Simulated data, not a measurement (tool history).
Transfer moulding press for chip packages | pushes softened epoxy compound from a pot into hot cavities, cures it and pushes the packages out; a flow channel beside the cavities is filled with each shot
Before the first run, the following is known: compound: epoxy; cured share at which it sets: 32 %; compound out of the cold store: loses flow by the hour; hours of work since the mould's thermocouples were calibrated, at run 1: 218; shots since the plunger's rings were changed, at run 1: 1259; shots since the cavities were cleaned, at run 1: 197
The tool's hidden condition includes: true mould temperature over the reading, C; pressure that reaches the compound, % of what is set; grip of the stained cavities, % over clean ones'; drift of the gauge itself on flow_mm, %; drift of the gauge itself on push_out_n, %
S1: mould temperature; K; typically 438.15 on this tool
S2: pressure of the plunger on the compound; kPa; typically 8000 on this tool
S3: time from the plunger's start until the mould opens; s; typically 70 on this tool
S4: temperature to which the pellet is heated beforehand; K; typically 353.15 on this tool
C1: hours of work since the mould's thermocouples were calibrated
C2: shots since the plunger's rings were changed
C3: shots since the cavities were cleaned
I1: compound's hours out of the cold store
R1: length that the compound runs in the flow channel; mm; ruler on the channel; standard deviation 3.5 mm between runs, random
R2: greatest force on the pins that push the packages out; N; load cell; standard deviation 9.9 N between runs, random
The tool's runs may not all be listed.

run	hour	S1	S2	S3	S4	C1	C2	C3	I1	R1	R2
1	0.0	438.15	8000	70	353.15	218	1259	197	43.4	589	549
# hour 24.6: cavities cleaned with cleaning compound and waxed
2	32.0	438.15	8000	70	353.15	239	1700	106	25.1	636	561
# hour 63.4: cavities cleaned with cleaning compound and waxed
3	86.6	438.15	8000	70	353.15	275	2469	337	28.0	625	696
# hour 104.1: cavities cleaned with cleaning compound and waxed
4	134.1	438.15	8000	84	353.15	307	3134	434	12.7	663	555
# hour 144.4: cavities cleaned with cleaning compound and waxed
# hour 186.3: cavities cleaned with cleaning compound and waxed
5	195.9	438.15	8000	84	353.15	347	3985	140	21.8	629	426
# hour 224.6: cavities cleaned with cleaning compound and waxed
6	232.1	438.15	8000	78	353.15	371	4486	108	8.2	666	485
# hour 262.9: cavities cleaned with cleaning compound and waxed
# hour 271.1: mould's thermocouples calibrated
# hour 273.6: plunger's sealing rings changed
7	279.1	438.15	8000	70	353.15	4	80	169	14.8	661	615
# hour 308.6: cavities cleaned with cleaning compound and waxed
8	323.6	438.15	8000	70	353.15	33	702	217	28.6	619	633
# hour 347.4: cavities cleaned with cleaning compound and waxed
9	357.8	438.15	8000	70	353.15	56	1174	149	38.3	600	570
# hour 386.7: cavities cleaned with cleaning compound and waxed
10	396.0	438.15	8000	70	353.15	81	1707	135	34.1	605	579
# hour 426.0: cavities cleaned with cleaning compound and waxed
11	460.0	438.15	8000	70	353.15	124	2611	493	24.3	628	735
# hour 466.5: cavities cleaned with cleaning compound and waxed
12	496.4	438.15	8000	70	353.15	148	3115	432	40.1	585	712
# hour 505.3: cavities cleaned with cleaning compound and waxed
# hour 547.8: cavities cleaned with cleaning compound and waxed
13	565.2	438.15	8000	70	353.15	193	4066	251	12.9	650	649
# hour 586.6: cavities cleaned with cleaning compound and waxed
14	604.1	440.15	8000	66	353.15	219	4607	252	14.3	642	698
# hour 626.6: cavities cleaned with cleaning compound and waxed
# hour 634.2: plunger's sealing rings changed
# hour 667.9: cavities cleaned with cleaning compound and waxed
15	670.5	440.15	8000	66	353.15	261	504	38	14.4	670	527
# hour 709.7: cavities cleaned with cleaning compound and waxed
16	716.8	440.15	8000	66	343.15	292	1151	102	28.5	626	593
# hour 748.4: cavities cleaned with cleaning compound and waxed
17	757.0	440.15	8000	66	343.15	318	1710	123	8.8	678	647
# hour 788.5: cavities cleaned with cleaning compound and waxed
18	811.1	441.15	8240	68	353.15	355	2472	327	35.8	602	590
# hour 828.9: cavities cleaned with cleaning compound and waxed
19	861.0	443.15	8240	62	353.15	388	3173	465	33.7	601	733
# hour 868.3: cavities cleaned with cleaning compound and waxed
# hour 878.8: mould's thermocouples calibrated
# hour 913.2: cavities cleaned with cleaning compound and waxed
20	932.3	444.15	8000	70	353.15	36	4131	277	29.1	597	466
# hour 953.4: cavities cleaned with cleaning compound and waxed
# hour 994.6: plunger's sealing rings changed
# hour 996.1: cavities cleaned with cleaning compound and waxed
21	996.1	432.15	6710	70	348.15	76	0	0	44.6	554	675

Subtracting, for every run, the result it would have given without the tool's unlogged condition from the measured result gives the following. The same run-to-run variation enters both numbers; the gauge's scatter may not:
run	R1	R2
1	-5	+129
2	-7	+100
3	-11	+229
4	-14	+206
5	-17	+86
6	-20	+92
7	-3	+132
8	-6	+166
9	-8	+123
10	-10	+125
11	-13	+289
12	-14	+273
13	-21	+187
14	-23	+214
15	-2	+51
16	-5	+105
17	-9	+133
18	-11	+198
19	-13	+285
20	-19	+139
21	-1	+9
